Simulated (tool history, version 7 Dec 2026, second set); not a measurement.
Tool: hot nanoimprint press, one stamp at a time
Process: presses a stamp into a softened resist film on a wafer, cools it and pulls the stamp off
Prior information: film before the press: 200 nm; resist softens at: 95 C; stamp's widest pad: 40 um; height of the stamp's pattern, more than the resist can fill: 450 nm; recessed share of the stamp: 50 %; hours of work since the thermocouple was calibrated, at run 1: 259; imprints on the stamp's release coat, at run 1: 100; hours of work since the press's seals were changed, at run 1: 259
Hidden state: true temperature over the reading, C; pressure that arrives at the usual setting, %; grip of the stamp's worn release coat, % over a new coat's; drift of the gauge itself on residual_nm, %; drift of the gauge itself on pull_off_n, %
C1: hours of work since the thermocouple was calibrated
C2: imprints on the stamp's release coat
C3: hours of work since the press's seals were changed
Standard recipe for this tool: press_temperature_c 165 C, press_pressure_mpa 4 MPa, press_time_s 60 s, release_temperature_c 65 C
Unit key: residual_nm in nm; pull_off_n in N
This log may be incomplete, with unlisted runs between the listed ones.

{"run": 1, "hour": 0.0, "press_temperature_c": 165, "press_pressure_mpa": 4, "press_time_s": 60, "release_temperature_c": 65, "C1": 259, "C2": 100, "C3": 259, "residual_nm": 102.6, "pull_off_n": 207}
{"run": 2, "hour": 12.0, "press_temperature_c": 165, "press_pressure_mpa": 4.45, "press_time_s": 60, "release_temperature_c": 65, "C1": 268, "C2": 159, "C3": 268, "residual_nm": 97, "pull_off_n": 207}
{"run": 3, "hour": 22.4, "press_temperature_c": 165, "press_pressure_mpa": 4, "press_time_s": 93, "release_temperature_c": 65, "C1": 276, "C2": 211, "C3": 276, "residual_nm": 89.5, "pull_off_n": 211}
{"run": 4, "hour": 30.1, "press_temperature_c": 165, "press_pressure_mpa": 2.94, "press_time_s": 60, "release_temperature_c": 65, "C1": 282, "C2": 249, "C3": 282, "residual_nm": 119.5, "pull_off_n": 209}
{"run": 5, "hour": 44.8, "press_temperature_c": 165, "press_pressure_mpa": 4, "press_time_s": 60, "release_temperature_c": 65, "C1": 293, "C2": 322, "C3": 293, "residual_nm": 102.9, "pull_off_n": 211}
{"run": 6, "hour": 52.9, "press_temperature_c": 165, "press_pressure_mpa": 4, "press_time_s": 60, "release_temperature_c": 65, "C1": 299, "C2": 362, "C3": 299, "residual_nm": 102.9, "pull_off_n": 212}
{"run": 7, "hour": 62.6, "press_temperature_c": 165, "press_pressure_mpa": 4, "press_time_s": 60, "release_temperature_c": 65, "C1": 307, "C2": 410, "C3": 307, "residual_nm": 103.1, "pull_off_n": 209}
{"run": 8, "hour": 70.8, "press_temperature_c": 165, "press_pressure_mpa": 4, "press_time_s": 70, "release_temperature_c": 65, "C1": 313, "C2": 451, "C3": 313, "residual_nm": 98.8, "pull_off_n": 208}
{"run": 9, "hour": 86.3, "press_temperature_c": 165, "press_pressure_mpa": 4, "press_time_s": 70, "release_temperature_c": 65, "C1": 325, "C2": 528, "C3": 325, "residual_nm": 98.2, "pull_off_n": 209}
{"hour": 96.8, "done": "plate thermocouple calibrated"}
{"run": 10, "hour": 97.8, "press_temperature_c": 165, "press_pressure_mpa": 4, "press_time_s": 60, "release_temperature_c": 65, "C1": 1, "C2": 570, "C3": 332, "residual_nm": 103, "pull_off_n": 208}
{"run": 11, "hour": 109.3, "press_temperature_c": 165, "press_pressure_mpa": 4, "press_time_s": 60, "release_temperature_c": 65, "C1": 10, "C2": 627, "C3": 340, "residual_nm": 103.8, "pull_off_n": 210}
{"run": 12, "hour": 118.0, "press_temperature_c": 165, "press_pressure_mpa": 4, "press_time_s": 60, "release_temperature_c": 65, "C1": 16, "C2": 670, "C3": 347, "residual_nm": 104, "pull_off_n": 209}
{"run": 13, "hour": 133.1, "press_temperature_c": 165, "press_pressure_mpa": 4, "press_time_s": 60, "release_temperature_c": 65, "C1": 28, "C2": 745, "C3": 359, "residual_nm": 103.9, "pull_off_n": 208}
{"hour": 144.8, "done": "stamp cleaned and given a new release coat"}
{"run": 14, "hour": 150.7, "press_temperature_c": 165, "press_pressure_mpa": 4, "press_time_s": 60, "release_temperature_c": 65, "C1": 37, "C2": 30, "C3": 368, "residual_nm": 103.7, "pull_off_n": 211}
{"run": 15, "hour": 168.6, "press_temperature_c": 165, "press_pressure_mpa": 4, "press_time_s": 60, "release_temperature_c": 65, "C1": 51, "C2": 118, "C3": 381, "residual_nm": 104.2, "pull_off_n": 214}
{"run": 16, "hour": 180.8, "press_temperature_c": 171, "press_pressure_mpa": 2.88, "press_time_s": 60, "release_temperature_c": 65, "C1": 60, "C2": 179, "C3": 391, "residual_nm": 100.7, "pull_off_n": 212}
{"run": 17, "hour": 194.9, "press_temperature_c": 171, "press_pressure_mpa": 2.88, "press_time_s": 77, "release_temperature_c": 66, "C1": 71, "C2": 249, "C3": 402, "residual_nm": 92.9, "pull_off_n": 205}
{"run": 18, "hour": 204.4, "press_temperature_c": 165, "press_pressure_mpa": 4.64, "press_time_s": 60, "release_temperature_c": 65, "C1": 78, "C2": 296, "C3": 409, "residual_nm": 96.9, "pull_off_n": 209}
{"run": 19, "hour": 213.8, "press_temperature_c": 157, "press_pressure_mpa": 4, "press_time_s": 60, "release_temperature_c": 51, "C1": 85, "C2": 343, "C3": 416, "residual_nm": 136.9, "pull_off_n": 289}
{"hour": 216.7, "done": "gauge calibrated"}
{"run": 20, "hour": 224.4, "press_temperature_c": 157, "press_pressure_mpa": 4, "press_time_s": 60, "release_temperature_c": 51, "C1": 93, "C2": 395, "C3": 424, "residual_nm": 134.7, "pull_off_n": 288}
{"run": 21, "hour": 236.8, "press_temperature_c": 165, "press_pressure_mpa": 4.13, "press_time_s": 90, "release_temperature_c": 65, "C1": 103, "C2": 457, "C3": 434, "residual_nm": 88.7, "pull_off_n": 213}
{"run": 22, "hour": 247.7, "press_temperature_c": 158, "press_pressure_mpa": 5.43, "press_time_s": 90, "release_temperature_c": 65, "C1": 111, "C2": 511, "C3": 442, "residual_nm": 100.6, "pull_off_n": 211}
{"run": 23, "hour": 255.3, "press_temperature_c": 158, "press_pressure_mpa": 5.43, "press_time_s": 90, "release_temperature_c": 65, "C1": 117, "C2": 548, "C3": 448, "residual_nm": 100.9, "pull_off_n": 209}
{"run": 24, "hour": 268.2, "press_temperature_c": 158, "press_pressure_mpa": 5.43, "press_time_s": 90, "release_temperature_c": 65, "C1": 127, "C2": 613, "C3": 458, "residual_nm": 100.4, "pull_off_n": 210}
{"run": 25, "hour": 285.9, "press_temperature_c": 163, "press_pressure_mpa": 3.42, "press_time_s": 60, "release_temperature_c": 55, "C1": 141, "C2": 700, "C3": 472, "residual_nm": 119.9, "pull_off_n": 266}
{"hour": 306.1, "done": "stamp cleaned and given a new release coat"}
{"run": 26, "hour": 306.1, "press_temperature_c": 155, "press_pressure_mpa": 6.25, "press_time_s": 33, "release_temperature_c": 55, "C1": 152, "C2": 0, "C3": 483, "residual_nm": 138.8, "pull_off_n": 263}
{"run": 27, "hour": 319.8, "press_temperature_c": 165, "press_pressure_mpa": 4, "press_time_s": 50, "release_temperature_c": 65, "C1": 162, "C2": 68, "C3": 493, "residual_nm": 109.6, "pull_off_n": 210}
{"run": 28, "hour": 336.5, "press_temperature_c": 165, "press_pressure_mpa": 4, "press_time_s": 50, "release_temperature_c": 65, "C1": 175, "C2": 150, "C3": 506, "residual_nm": 109.8, "pull_off_n": 207}
{"run": 29, "hour": 354.1, "press_temperature_c": 165, "press_pressure_mpa": 4, "press_time_s": 50, "release_temperature_c": 65, "C1": 189, "C2": 238, "C3": 519, "residual_nm": 110.2, "pull_off_n": 209}

A few steps of residual_nm between consecutive runs. Split each: what settings, incoming material and random variation would produce without the hidden state, and what is left over for the hidden state, along with gauge scatter present in only one of the two compared results (measured, and without hidden state):
Run 18 -> 19: press_temperature_c 165 -> 157, press_pressure_mpa 4.64 -> 4, release_temperature_c 65 -> 51. residual_nm +40 nm: hidden state +0.8, all else +39.2.
Run 19 -> 20: gauge calibrated. residual_nm -2.2 nm: hidden state -2.3, all else +0.1.
Run 20 -> 21: press_temperature_c 157 -> 165, press_pressure_mpa 4 -> 4.13, press_time_s 60 -> 90, release_temperature_c 51 -> 65. residual_nm -46 nm: hidden state +0, all else -46.

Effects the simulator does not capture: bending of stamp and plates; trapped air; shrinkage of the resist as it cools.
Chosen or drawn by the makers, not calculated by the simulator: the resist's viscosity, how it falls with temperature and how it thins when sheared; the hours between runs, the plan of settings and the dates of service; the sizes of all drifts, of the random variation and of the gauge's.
